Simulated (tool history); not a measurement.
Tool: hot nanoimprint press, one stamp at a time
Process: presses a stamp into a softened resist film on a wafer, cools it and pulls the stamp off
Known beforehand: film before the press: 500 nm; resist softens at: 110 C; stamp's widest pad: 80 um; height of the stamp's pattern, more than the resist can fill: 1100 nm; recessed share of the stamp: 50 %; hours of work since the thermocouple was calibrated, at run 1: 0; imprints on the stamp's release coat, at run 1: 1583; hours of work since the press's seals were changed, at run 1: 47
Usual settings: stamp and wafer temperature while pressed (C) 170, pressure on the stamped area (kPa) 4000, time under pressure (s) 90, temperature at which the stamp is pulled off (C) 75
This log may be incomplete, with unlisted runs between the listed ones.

| run | hour | stamp and wafer temperature while pressed (C) | pressure on the stamped area (kPa) | time under pressure (s) | temperature at which the stamp is pulled off (C) | hours of work since the thermocouple was calibrated | imprints on the stamp's release coat | hours of work since the press's seals were changed | resist left under the stamp's widest pad (Å) | greatest force while the stamp is pulled off (N) |
|---|---|---|---|---|---|---|---|---|---|---|
| 1 | 0.0 | 170 | 4000 | 90 | 75 | 0 | 1583 | 47 | 2398 | 211 |
| 2 | 36.9 | 170 | 4000 | 90 | 75 | 23 | 1735 | 70 | 2429 | 216 |
| 3 | 56.5 | 170 | 4000 | 90 | 75 | 35 | 1817 | 82 | 2408 | 231 |
| 4 | 101.1 | 173 | 4000 | 90 | 75 | 62 | 2001 | 109 | 2207 | 229 |
|  | 130.4 | stamp cleaned and given a new release coat |
| 5 | 137.7 | 170 | 4000 | 90 | 62 | 81 | 30 | 128 | 2446 | 156 |
| 6 | 157.7 | 170 | 4000 | 90 | 62 | 94 | 113 | 141 | 2472 | 167 |
| 7 | 200.4 | 170 | 4000 | 90 | 62 | 120 | 290 | 167 | 2481 | 174 |
| 8 | 222.1 | 170 | 4000 | 90 | 62 | 133 | 379 | 180 | 2454 | 179 |
| 9 | 248.2 | 170 | 4000 | 90 | 62 | 149 | 487 | 196 | 2473 | 185 |
| 10 | 290.1 | 170 | 4000 | 90 | 62 | 175 | 661 | 222 | 2464 | 195 |
| 11 | 325.2 | 170 | 4000 | 90 | 62 | 197 | 806 | 244 | 2474 | 196 |
| 12 | 343.6 | 170 | 4000 | 90 | 75 | 208 | 882 | 255 | 2518 | 174 |
| 13 | 387.8 | 170 | 4000 | 90 | 75 | 236 | 1065 | 283 | 2487 | 189 |
|  | 429.8 | plate thermocouple calibrated |
| 14 | 434.9 | 170 | 4000 | 159 | 75 | 3 | 1248 | 310 | 2071 | 192 |
| 15 | 470.2 | 170 | 4000 | 90 | 60 | 25 | 1394 | 332 | 2545 | 250 |
| 16 | 502.4 | 170 | 4000 | 90 | 60 | 45 | 1528 | 351 | 2535 | 250 |
| 17 | 537.6 | 170 | 4000 | 90 | 60 | 67 | 1673 | 373 | 2545 | 239 |
| 18 | 572.6 | 171 | 2880 | 72 | 80 | 88 | 1818 | 395 | 3075 | 204 |
| 19 | 613.3 | 171 | 3400 | 72 | 79 | 113 | 1986 | 420 | 2868 | 220 |
|  | 618.9 | plate thermocouple calibrated, once more |
|  | 648.4 | stamp cleaned and given a new release coat |
| 20 | 654.8 | 178 | 2890 | 47 | 67 | 18 | 26 | 440 | 2793 | 152 |
| 21 | 681.4 | 170 | 3320 | 90 | 62 | 35 | 136 | 456 | 2703 | 167 |
| 22 | 699.6 | 170 | 3320 | 90 | 62 | 46 | 212 | 468 | 2714 | 164 |
| 23 | 721.9 | 170 | 4800 | 90 | 73 | 60 | 304 | 481 | 2269 | 156 |
| 24 | 761.0 | 174 | 4000 | 69 | 67 | 84 | 466 | 505 | 2439 | 180 |
| 25 | 791.8 | 169 | 6100 | 90 | 75 | 103 | 593 | 524 | 2092 | 168 |
| 26 | 814.7 | 181 | 5420 | 90 | 75 | 117 | 688 | 538 | 1511 | 165 |
| 27 | 837.5 | 181 | 5420 | 90 | 75 | 131 | 783 | 553 | 1535 | 172 |
| 28 | 857.4 | 170 | 4000 | 61 | 68 | 143 | 865 | 565 | 2806 | 190 |
| 29 | 897.9 | 180 | 4000 | 169 | 75 | 168 | 1033 | 590 | 1447 | 186 |

Branching from run 29: 4 alternative next runs. What would each branch give?
| A | 930.5 | 180 | 5650 | 169 | 76 | 189 | 1168 | 610 | ? | ? |
| B | 930.5 | 161 | 4000 | 169 | 62 | 189 | 1168 | 610 | ? | ? |
| C | 930.5 | 169 | 2640 | 48 | 75 | 189 | 1168 | 610 | ? | ? |
| D | 930.5 | 170 | 5460 | 90 | 75 | 189 | 1168 | 610 | ? | ? |

| run | resist left under the stamp's widest pad (Å) | greatest force while the stamp is pulled off (N) |
|---|---|---|
| A | 1234 | 186 |
| B | 2735 | 214 |
| C | 3644 | 190 |
| D | 2181 | 187 |
Stripped of hidden state, with their random variation kept, the same runs would have yielded:
| run | resist left under the stamp's widest pad (Å) | greatest force while the stamp is pulled off (N) |
|---|---|---|
| A | 1158 | 134 |
| B | 2605 | 154 |
| C | 3547 | 136 |
| D | 2054 | 134 |
